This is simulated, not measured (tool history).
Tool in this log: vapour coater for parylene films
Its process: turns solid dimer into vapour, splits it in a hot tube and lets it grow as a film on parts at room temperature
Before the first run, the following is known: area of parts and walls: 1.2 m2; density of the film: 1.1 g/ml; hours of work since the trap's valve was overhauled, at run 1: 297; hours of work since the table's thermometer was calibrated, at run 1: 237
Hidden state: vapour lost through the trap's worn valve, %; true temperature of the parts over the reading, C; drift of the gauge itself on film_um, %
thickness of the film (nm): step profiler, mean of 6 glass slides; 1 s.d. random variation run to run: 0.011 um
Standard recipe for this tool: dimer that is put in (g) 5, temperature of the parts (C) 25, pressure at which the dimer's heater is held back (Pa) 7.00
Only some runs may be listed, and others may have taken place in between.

run,hour,dimer that is put in (g),temperature of the parts (C),pressure at which the dimer's heater is held back (Pa),hours of work since the trap's valve was overhauled,hours of work since the table's thermometer was calibrated,thickness of the film (nm)
1,0.0,5,25,7.00,297,237,1630
2,6.7,5,25,7.00,302,242,1670
3,13.1,5,25,7.00,307,247,1640
4,24.6,5,25,7.00,315,256,1660
5,32.1,9,25,7.00,321,261,2980
6,47.3,9,25,7.00,332,273,2970
7,53.5,9,25,7.00,337,277,2950
8,67.6,9,25,7.00,347,288,2970
9,81.6,5,25,7.00,358,298,1630
# hour 86.6: trap's valve overhauled
10,95.4,5,25,7.00,7,305,1620
11,109.3,2,25,7.00,17,316,650
# hour 123.6: trap's valve overhauled, once more
12,124.4,7,25,7.00,1,324,2480
13,136.2,7,25,7.00,9,333,2500
14,151.1,3,25,7.00,21,344,1060
15,165.6,2,23,7.00,31,355,780
16,171.7,2,24,3.87,36,359,800
17,183.7,2,24,3.87,45,368,790
18,195.1,2,24,3.87,53,377,790
19,203.5,2,28,2.21,60,383,710
20,211.2,2,28,2.21,65,389,700
21,224.1,4,28,2.21,75,398,1390
22,235.1,5,29,7.00,83,407,1440
23,245.8,5,27,7.00,91,415,1590
24,254.4,5,25,3.73,98,421,1880

Each row is a separate what-if for the run after 24, all from the same tool condition, not one after another. Results?
A,260.7,6,25,2.51,102,426,?
B,260.7,5,20,2.71,102,426,?
C,260.7,5,26,2.11,102,426,?
D,260.7,5,30,6.90,102,426,?
E,260.7,5,21,4.92,102,426,?

run,thickness of the film (nm)
A,2370
B,2490
C,1930
D,1360
E,2210
With no hidden state in the tool, these same runs would have given:
run,thickness of the film (nm)
A,2390
B,2520
C,1950
D,1370
E,2230
